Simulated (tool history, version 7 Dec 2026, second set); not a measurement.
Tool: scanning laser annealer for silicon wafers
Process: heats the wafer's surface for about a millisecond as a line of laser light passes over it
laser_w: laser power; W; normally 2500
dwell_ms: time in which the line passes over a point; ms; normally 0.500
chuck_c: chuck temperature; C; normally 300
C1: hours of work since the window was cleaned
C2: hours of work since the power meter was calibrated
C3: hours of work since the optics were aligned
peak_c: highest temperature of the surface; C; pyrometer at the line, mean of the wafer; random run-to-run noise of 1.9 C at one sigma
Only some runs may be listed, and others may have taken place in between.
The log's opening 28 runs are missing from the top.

{"run": 29, "hour": 819.0, "laser_w": 2644, "dwell_ms": 0.501, "chuck_c": 280, "C1": 452, "C2": 1077, "C3": 1168, "peak_c": 1184}
{"run": 30, "hour": 841.7, "laser_w": 2644, "dwell_ms": 0.501, "chuck_c": 280, "C1": 467, "C2": 1091, "C3": 1182, "peak_c": 1184}
{"run": 31, "hour": 863.5, "laser_w": 2623, "dwell_ms": 0.383, "chuck_c": 319, "C1": 481, "C2": 1106, "C3": 1197, "peak_c": 1086}
{"run": 32, "hour": 910.2, "laser_w": 2623, "dwell_ms": 0.506, "chuck_c": 309, "C1": 512, "C2": 1136, "C3": 1227, "peak_c": 1210}
{"run": 33, "hour": 954.8, "laser_w": 2347, "dwell_ms": 0.469, "chuck_c": 262, "C1": 541, "C2": 1166, "C3": 1257, "peak_c": 1016}
{"run": 34, "hour": 982.9, "laser_w": 2445, "dwell_ms": 0.405, "chuck_c": 306, "C1": 559, "C2": 1184, "C3": 1275, "peak_c": 1039}
{"run": 35, "hour": 1019.4, "laser_w": 2549, "dwell_ms": 0.447, "chuck_c": 310, "C1": 583, "C2": 1208, "C3": 1299, "peak_c": 1121}
{"run": 36, "hour": 1050.6, "laser_w": 2405, "dwell_ms": 0.443, "chuck_c": 310, "C1": 604, "C2": 1229, "C3": 1320, "peak_c": 1060}
{"run": 37, "hour": 1076.9, "laser_w": 2405, "dwell_ms": 0.443, "chuck_c": 310, "C1": 621, "C2": 1246, "C3": 1337, "peak_c": 1062}
{"run": 38, "hour": 1120.5, "laser_w": 2349, "dwell_ms": 0.404, "chuck_c": 287, "C1": 650, "C2": 1274, "C3": 1365, "peak_c": 984}
{"run": 39, "hour": 1165.4, "laser_w": 2581, "dwell_ms": 0.433, "chuck_c": 320, "C1": 679, "C2": 1304, "C3": 1395, "peak_c": 1128}
{"run": 40, "hour": 1192.4, "laser_w": 2581, "dwell_ms": 0.428, "chuck_c": 320, "C1": 697, "C2": 1322, "C3": 1413, "peak_c": 1122}
{"hour": 1223.1, "done": "window over the wafer cleaned"}
{"run": 41, "hour": 1227.0, "laser_w": 2581, "dwell_ms": 0.428, "chuck_c": 320, "C1": 3, "C2": 1343, "C3": 1434, "peak_c": 1124}

3 ways to go on from here, each from the tool as it stands after run 41. What would each give?
{"hour": 1241.4, "done": "optics aligned, line set to its width"}
{"run": "A", "hour": 1265.2, "laser_w": 2581, "dwell_ms": 0.428, "chuck_c": 320, "C1": 24, "C2": 1365, "C3": 16, "peak_c": "?"}
{"hour": 1241.4, "done": "optics aligned, line set to its width"}
{"run": "B", "hour": 1265.2, "laser_w": 2636, "dwell_ms": 0.5, "chuck_c": 300, "C1": 24, "C2": 1365, "C3": 16, "peak_c": "?"}
{"hour": 1241.4, "done": "optics aligned, line set to its width"}
{"run": "C", "hour": 1265.2, "laser_w": 2170, "dwell_ms": 0.486, "chuck_c": 301, "C1": 24, "C2": 1365, "C3": 16, "peak_c": "?"}

run=A peak_c=1122
run=B peak_c=1199
run=C peak_c=1001
Without the tool's hidden state the same runs would have given:
run=A peak_c=1122
run=B peak_c=1200
run=C peak_c=1001
